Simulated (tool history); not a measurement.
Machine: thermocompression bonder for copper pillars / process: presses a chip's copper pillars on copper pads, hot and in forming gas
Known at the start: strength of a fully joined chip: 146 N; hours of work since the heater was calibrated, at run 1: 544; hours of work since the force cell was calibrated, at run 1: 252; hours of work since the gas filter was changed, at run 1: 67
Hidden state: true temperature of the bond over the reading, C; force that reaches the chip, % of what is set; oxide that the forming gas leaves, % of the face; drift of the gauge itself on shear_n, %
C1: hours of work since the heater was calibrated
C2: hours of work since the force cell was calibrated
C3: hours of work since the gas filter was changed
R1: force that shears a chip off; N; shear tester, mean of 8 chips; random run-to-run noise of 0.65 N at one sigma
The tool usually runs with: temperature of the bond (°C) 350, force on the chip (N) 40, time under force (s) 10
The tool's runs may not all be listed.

{"run": 1, "hour": 0.0, "temperature of the bond (°C)": 350, "force on the chip (N)": 40, "time under force (s)": 10, "C1": 544, "C2": 252, "C3": 67, "R1": 75.1}
{"run": 2, "hour": 54.0, "temperature of the bond (°C)": 354, "force on the chip (N)": 40, "time under force (s)": 10, "C1": 568, "C2": 276, "C3": 91, "R1": 77.8}
{"run": 3, "hour": 110.2, "temperature of the bond (°C)": 354, "force on the chip (N)": 40, "time under force (s)": 10, "C1": 593, "C2": 301, "C3": 116, "R1": 78}
{"run": 4, "hour": 173.0, "temperature of the bond (°C)": 354, "force on the chip (N)": 40, "time under force (s)": 10, "C1": 622, "C2": 330, "C3": 145, "R1": 77.6}
{"run": 5, "hour": 207.8, "temperature of the bond (°C)": 354, "force on the chip (N)": 40, "time under force (s)": 8, "C1": 637, "C2": 345, "C3": 160, "R1": 72}
{"run": 6, "hour": 258.4, "temperature of the bond (°C)": 322, "force on the chip (N)": 40, "time under force (s)": 10, "C1": 660, "C2": 368, "C3": 183, "R1": 57.1}

Run 7 comes next. What will it give?
{"run": 7, "hour": 300.4, "temperature of the bond (°C)": 350, "force on the chip (N)": 40, "time under force (s)": 10, "C1": 679, "C2": 387, "C3": 202, "R1": "?"}

{"run 7": {"R1": 74.7}}
Were there no unlogged condition in the tool, this run, its random variation unchanged, would have produced R1 72.4 N.
